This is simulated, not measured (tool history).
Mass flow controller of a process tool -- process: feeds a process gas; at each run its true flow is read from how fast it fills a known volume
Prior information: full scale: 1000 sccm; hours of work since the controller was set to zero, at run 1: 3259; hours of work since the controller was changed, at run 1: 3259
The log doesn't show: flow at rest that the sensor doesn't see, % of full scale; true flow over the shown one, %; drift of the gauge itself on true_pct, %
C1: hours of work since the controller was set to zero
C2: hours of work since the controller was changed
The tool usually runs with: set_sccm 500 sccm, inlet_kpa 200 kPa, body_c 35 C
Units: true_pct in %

run 1 hour=0 | set_sccm=500 inlet_kpa=200 body_c=35 | C1=3259 C2=3259 | true_pct=100.44
run 2 hour=283.4 | set_sccm=500 inlet_kpa=200 body_c=29 | C1=3352 C2=3352 | true_pct=100.96
run 3 hour=618 | set_sccm=500 inlet_kpa=200 body_c=29 | C1=3461 C2=3461 | true_pct=101.03
run 4 hour=1024.2 | set_sccm=500 inlet_kpa=279 body_c=35 | C1=3594 C2=3594 | true_pct=100.38
run 5 hour=1351.8 | set_sccm=500 inlet_kpa=200 body_c=35 | C1=3701 C2=3701 | true_pct=100.7
run 6 hour=1700.5 | set_sccm=500 inlet_kpa=200 body_c=35 | C1=3815 C2=3815 | true_pct=100.79
run 7 hour=2120.6 | set_sccm=500 inlet_kpa=200 body_c=35 | C1=3952 C2=3952 | true_pct=100.87
run 8 hour=2381.4 | set_sccm=500 inlet_kpa=200 body_c=35 | C1=4037 C2=4037 | true_pct=100.77
run 9 hour=2694.6 | set_sccm=500 inlet_kpa=200 body_c=35 | C1=4139 C2=4139 | true_pct=100.9
run 10 hour=2882.8 | set_sccm=223 inlet_kpa=200 body_c=35 | C1=4201 C2=4201 | true_pct=103.44
run 11 hour=3139.7 | set_sccm=500 inlet_kpa=200 body_c=30 | C1=4284 C2=4284 | true_pct=101.61
run 12 hour=3429.4 | set_sccm=500 inlet_kpa=200 body_c=30 | C1=4379 C2=4379 | true_pct=101.59
run 13 hour=3679.6 | set_sccm=500 inlet_kpa=200 body_c=30 | C1=4461 C2=4461 | true_pct=101.65
run 14 hour=3945.9 | set_sccm=500 inlet_kpa=200 body_c=30 | C1=4548 C2=4548 | true_pct=101.81
run 15 hour=4127 | set_sccm=377 inlet_kpa=157 body_c=30 | C1=4607 C2=4607 | true_pct=102.47
run 16 hour=4334.3 | set_sccm=405 inlet_kpa=157 body_c=40 | C1=4674 C2=4674 | true_pct=101.52
run 17 hour=4514.1 | set_sccm=356 inlet_kpa=157 body_c=22 | C1=4733 C2=4733 | true_pct=103.6
run 18 hour=4826 | set_sccm=356 inlet_kpa=157 body_c=22 | C1=4835 C2=4835 | true_pct=103.59
run 19 hour=5057.6 | set_sccm=356 inlet_kpa=157 body_c=22 | C1=4910 C2=4910 | true_pct=103.66
run 20 hour=5441.8 | set_sccm=356 inlet_kpa=157 body_c=22 | C1=5036 C2=5036 | true_pct=103.8
-- hour=5618.9 controller exchanged for a calibrated one
run 21 hour=5690.7 | set_sccm=183 inlet_kpa=263 body_c=22 | C1=23 C2=23 | true_pct=99.1
run 22 hour=6029.8 | set_sccm=183 inlet_kpa=263 body_c=22 | C1=134 C2=134 | true_pct=99.32
run 23 hour=6224 | set_sccm=205 inlet_kpa=273 body_c=36 | C1=198 C2=198 | true_pct=97.99
run 24 hour=6481.3 | set_sccm=127 inlet_kpa=268 body_c=35 | C1=282 C2=282 | true_pct=98.31
run 25 hour=6795.9 | set_sccm=250 inlet_kpa=227 body_c=21 | C1=384 C2=384 | true_pct=99.94
run 26 hour=6992 | set_sccm=500 inlet_kpa=200 body_c=24 | C1=448 C2=448 | true_pct=100
run 27 hour=7362.8 | set_sccm=110 inlet_kpa=235 body_c=35 | C1=569 C2=569 | true_pct=99.3
run 28 hour=7717.9 | set_sccm=110 inlet_kpa=235 body_c=35 | C1=685 C2=685 | true_pct=99.47

3 options for the next run, each taken on its own from the tool as it stands now. Forecast them:
run A hour=7947.6 | set_sccm=162 inlet_kpa=235 body_c=31 | C1=760 C2=760 | true_pct=?
run B hour=7947.6 | set_sccm=272 inlet_kpa=235 body_c=33 | C1=760 C2=760 | true_pct=?
run C hour=7947.6 | set_sccm=110 inlet_kpa=252 body_c=35 | C1=760 C2=760 | true_pct=?

run=A true_pct=99.64
run=B true_pct=99.27
run=C true_pct=99.62
With no hidden state in the tool, these same runs would have given:
run=A true_pct=98.07
run=B true_pct=98.15
run=C true_pct=97.52
